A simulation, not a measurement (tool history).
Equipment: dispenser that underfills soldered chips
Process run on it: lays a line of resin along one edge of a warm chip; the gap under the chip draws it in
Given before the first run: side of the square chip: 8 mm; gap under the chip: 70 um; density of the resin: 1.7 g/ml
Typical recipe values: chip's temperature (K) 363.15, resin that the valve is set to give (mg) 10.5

run	hour	chip's temperature (K)	resin that the valve is set to give (mg)	time until the resin shows at the far edge (s)	resin that the valve gave (mg)
1	0.0	363.15	10.5	20.4	10.42
# hour 5.3: new syringe of resin
2	5.3	363.15	10.6	17.3	10.32
3	14.0	363.15	10.6	22.6	10.35
# hour 16.5: new syringe of resin
4	22.4	363.15	10.6	20.7	10.39
# hour 27.2: new syringe of resin
5	30.8	363.15	10.7	19.8	10.32
6	36.0	363.15	10.7	22.4	10.31
# hour 38.6: new syringe of resin
7	44.0	363.15	10.7	20.5	10.28
# hour 49.2: new syringe of resin
8	53.4	371.15	12.5	13.3	11.85
# hour 60.3: new syringe of resin
9	62.5	371.15	12.5	12.6	11.78
# hour 68.4: dispensing valve cleaned and set on the balance
10	69.6	371.15	12.5	15.1	12.36
# hour 72.3: new syringe of resin
11	78.4	371.15	12.5	13.9	12.37

4 ways to go on from here, each from the tool as it stands after run 11. What would each give?
# hour 83.5: new syringe of resin
A	86.6	363.15	11.4	?	?
# hour 83.5: new syringe of resin
B	86.6	352.15	10.5	?	?
# hour 83.5: new syringe of resin
C	86.6	368.15	10.8	?	?
# hour 83.5: new syringe of resin
D	86.6	371.15	9.1	?	?

run	time until the resin shows at the far edge (s)	resin that the valve gave (mg)
A	19.7	11.23
B	33.8	10.40
C	15.2	10.61
D	14.6	8.95
Had the tool no hidden state, the same runs would have come out as:
run	time until the resin shows at the far edge (s)	resin that the valve gave (mg)
A	15.5	11.41
B	26.3	10.57
C	11.9	10.78
D	11.5	9.10

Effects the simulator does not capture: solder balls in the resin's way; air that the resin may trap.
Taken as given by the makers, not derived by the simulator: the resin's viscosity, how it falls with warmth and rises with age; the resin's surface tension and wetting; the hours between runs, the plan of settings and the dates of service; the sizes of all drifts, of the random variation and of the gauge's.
